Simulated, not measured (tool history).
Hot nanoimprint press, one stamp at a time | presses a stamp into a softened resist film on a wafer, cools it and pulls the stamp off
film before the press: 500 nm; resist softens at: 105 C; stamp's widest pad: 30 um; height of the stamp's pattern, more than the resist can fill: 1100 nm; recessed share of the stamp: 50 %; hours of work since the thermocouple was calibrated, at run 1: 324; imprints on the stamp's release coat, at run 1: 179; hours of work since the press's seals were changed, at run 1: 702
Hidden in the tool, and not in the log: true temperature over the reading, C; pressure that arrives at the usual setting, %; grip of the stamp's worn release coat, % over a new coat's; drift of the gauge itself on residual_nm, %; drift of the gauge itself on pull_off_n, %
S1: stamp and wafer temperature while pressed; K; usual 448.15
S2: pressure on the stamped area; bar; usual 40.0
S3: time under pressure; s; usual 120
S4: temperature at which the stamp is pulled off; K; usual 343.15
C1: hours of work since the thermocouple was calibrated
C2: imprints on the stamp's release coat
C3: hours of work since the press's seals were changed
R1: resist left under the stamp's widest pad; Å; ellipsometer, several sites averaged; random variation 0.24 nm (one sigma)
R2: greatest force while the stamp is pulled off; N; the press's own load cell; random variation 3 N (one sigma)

run     day      S1    S2   S3      S4   C1   C2   C3    R1   R2
  1   0.000  448.15  40.0  120  343.15  324  179  702  2657  142
  2   0.829  448.15  40.0  120  343.15  336  219  715  2659  147
  3   1.617  448.15  40.0  120  343.15  347  258  726  2658  149
  4   2.175  448.15  40.0  120  343.15  356  285  734  2658  146
  5   3.150  448.15  40.0  120  343.15  370  332  748  2663  149
  6   3.775  448.15  40.0  120  343.15  379  363  757  2655  143
  7   4.342  448.15  40.0  120  343.15  387  391  766  2655  151
  8   4.967  448.15  40.0  120  343.15  396  421  775  2658  148
  9   5.871  448.15  40.0  120  343.15  409  466  788  2658  159
      6.383  -- press's hydraulic seals changed and the load cell set to zero
 10   7.250  448.15  40.0  120  343.15  425  517   13  2588  155
 11   8.329  440.15  40.0  120  343.15  440  569   28  3258  155
 12   8.821  448.15  40.0  120  343.15  448  594   36  2585  160
 13   9.971  448.15  40.0  120  343.15  464  650   52  2582  155
 14  10.542  448.15  40.0  120  343.15  473  678   61  2583  159
 15  11.242  448.15  40.0  120  343.15  483  712   71  2587  165
 16  12.054  448.15  40.0  120  343.15  495  752   83  2583  156
 17  13.208  448.15  40.0  194  335.15  512  808   99  2153  163
 18  13.888  448.15  52.2  120  343.15  522  841  109  2323  174
 19  14.538  448.15  52.2  120  343.15  531  873  119  2325  166
 20  15.275  448.15  52.2  178  336.15  542  909  130  1987  177

The next listed run, before its measurement:
 21  16.121  455.15  52.2  200  336.15  554  950  142   ?   ?

R1: 1492 Å
R2: 178 N
Without the tool's hidden state the same run would have given R1 1526 Å, R2 149 N.
